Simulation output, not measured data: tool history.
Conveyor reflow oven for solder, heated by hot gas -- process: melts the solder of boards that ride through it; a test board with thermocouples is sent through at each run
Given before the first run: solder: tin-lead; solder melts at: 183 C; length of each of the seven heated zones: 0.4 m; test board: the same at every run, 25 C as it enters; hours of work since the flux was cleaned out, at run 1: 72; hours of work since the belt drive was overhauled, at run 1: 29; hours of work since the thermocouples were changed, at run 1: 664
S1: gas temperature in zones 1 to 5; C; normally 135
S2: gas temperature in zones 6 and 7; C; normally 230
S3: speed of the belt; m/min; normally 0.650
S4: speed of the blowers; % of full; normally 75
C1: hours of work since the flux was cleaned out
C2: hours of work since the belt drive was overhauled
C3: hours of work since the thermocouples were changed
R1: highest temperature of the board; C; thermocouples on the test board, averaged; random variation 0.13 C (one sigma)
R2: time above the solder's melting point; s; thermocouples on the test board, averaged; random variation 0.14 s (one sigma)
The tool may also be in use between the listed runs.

run	hour	S1	S2	S3	S4	C1	C2	C3	R1	R2
1	0.0	135	230	0.650	75	72	29	664	215.4	53.3
2	76.6	135	230	0.650	75	104	61	696	215.7	53.4
3	138.0	139	230	0.650	75	130	87	722	216.0	55.4
4	203.2	139	230	0.650	75	157	114	749	216.3	55.4
5	241.7	135	230	0.650	60	173	130	766	210.5	47.9
6	293.9	135	230	0.650	60	195	152	787	210.3	48.1
# hour 331.8: flux residue cleaned out of gas plates and filters
7	352.0	135	218	0.650	75	8	175	810	205.1	44.5
8	442.6	135	218	0.650	75	46	212	848	205.4	44.4
9	486.1	135	218	0.650	75	65	231	866	205.0	44.6
10	569.1	135	218	0.650	71	99	265	901	204.0	43.1
11	662.9	135	218	0.650	71	139	305	940	204.0	42.8
12	755.1	135	222	0.650	75	177	343	978	208.6	47.9
13	808.7	135	222	0.650	75	200	366	1001	208.3	47.7
# hour 833.6: flux residue cleaned out of gas plates and filters
14	902.0	135	222	0.650	75	29	403	1038	208.7	47.9
15	975.5	135	230	0.548	75	59	434	1069	220.1	68.5
16	1052.9	135	230	0.650	56	92	466	1101	209.0	46.2
17	1141.4	135	230	0.722	75	129	503	1138	212.5	45.0
18	1183.7	144	239	0.650	85	147	521	1156	227.5	63.9
# hour 1194.2: thermocouples of zones 6 and 7 changed
19	1254.2	144	239	0.650	61	175	549	25	220.4	59.3
20	1299.8	135	220	0.668	83	194	569	44	208.1	46.6
# hour 1339.5: flux residue cleaned out of gas plates and filters
21	1396.5	138	230	0.650	75	24	607	83	216.1	54.9
22	1461.3	124	230	0.621	72	51	634	110	214.4	51.7
23	1510.4	124	237	0.577	72	72	655	130	222.7	63.1
24	1575.8	123	237	0.537	78	99	682	158	226.6	70.5
25	1655.3	121	237	0.700	78	132	715	191	217.9	47.2
26	1730.9	121	237	0.700	78	164	747	223	218.0	47.3
27	1801.1	133	235	0.645	71	193	776	252	218.7	55.4
# hour 1839.0: flux residue cleaned out of gas plates and filters
28	1896.8	133	235	0.645	71	24	814	290	218.9	55.3
29	1948.5	135	233	0.541	75	46	836	312	223.2	72.1
30	2043.3	122	233	0.541	65	86	876	351	218.9	63.3

Forecast each of these 3 alternatives for the next run:
# hour 2090.6: belt drive overhauled, speed set with a stopwatch
A	2135.4	135	239	0.673	75	122	19	388	?	?
# hour 2090.6: belt drive overhauled, speed set with a stopwatch
B	2135.4	136	239	0.541	57	122	19	388	?	?
# hour 2090.6: belt drive overhauled, speed set with a stopwatch
C	2135.4	142	230	0.650	75	122	19	388	?	?

run	R1	R2
A	222.3	56.0
B	223.3	71.1
C	216.8	57.0
What these runs would have given with no unlogged condition in the tool:
run	R1	R2
A	222.3	56.0
B	223.3	71.1
C	216.8	57.0

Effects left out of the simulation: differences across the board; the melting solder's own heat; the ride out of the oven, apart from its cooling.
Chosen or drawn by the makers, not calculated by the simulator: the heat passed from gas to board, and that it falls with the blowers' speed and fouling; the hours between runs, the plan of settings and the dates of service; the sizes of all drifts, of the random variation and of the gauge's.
